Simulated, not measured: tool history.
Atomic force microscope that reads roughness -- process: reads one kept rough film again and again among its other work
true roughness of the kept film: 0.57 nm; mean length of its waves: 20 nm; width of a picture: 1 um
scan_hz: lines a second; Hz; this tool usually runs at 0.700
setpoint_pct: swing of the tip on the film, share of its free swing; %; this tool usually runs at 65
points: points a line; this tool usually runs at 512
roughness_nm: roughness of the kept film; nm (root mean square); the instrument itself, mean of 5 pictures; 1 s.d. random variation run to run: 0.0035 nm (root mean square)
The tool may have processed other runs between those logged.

run     day  scan_hz  setpoint_pct  points  roughness_nm
  1   0.000    0.700            65     512         0.521
      0.612  -- new tip fitted
  2   0.758    0.700            65     512         0.519
  3   1.200    0.700            86     512         0.493
  4   1.746    0.700            86     512         0.496
  5   2.388    0.700            86     512         0.487
  6   2.817    0.700            86     512         0.491
  7   3.367    0.700            86     512         0.493
  8   3.829    1.773            86     512         0.442
  9   4.479    1.773            86     512         0.433
 10   4.908    1.773            86     332         0.425
 11   5.383    1.773            86     332         0.439
      5.642  -- new tip fitted
 12   6.229    0.980            80     277         0.481
 13   6.904    0.516            57     635         0.527
 14   7.379    0.862            81     639         0.491
 15   7.858    1.863            83     473         0.445
 16   8.492    2.441            86     473         0.408
 17   9.262    1.298            75    1018         0.491
 18   9.738    1.298            75    1018         0.492
 19  10.396    1.298            75    1018         0.495

Here are 4 independent what-if runs from the current tool condition. What would each one return?
     10.671  -- new tip fitted
  A  10.796    0.700            65     529             ?
     10.671  -- new tip fitted
  B  10.796    0.648            65     512             ?
     10.671  -- new tip fitted
  C  10.796    0.629            57     302             ?
     10.671  -- new tip fitted
  D  10.796    1.298            73    1018             ?

run  roughness_nm
  A         0.520
  B         0.519
  C         0.518
  D         0.499
Without the tool's unlogged condition, the same runs would have read:
run  roughness_nm
  A         0.521
  B         0.519
  C         0.518
  D         0.499

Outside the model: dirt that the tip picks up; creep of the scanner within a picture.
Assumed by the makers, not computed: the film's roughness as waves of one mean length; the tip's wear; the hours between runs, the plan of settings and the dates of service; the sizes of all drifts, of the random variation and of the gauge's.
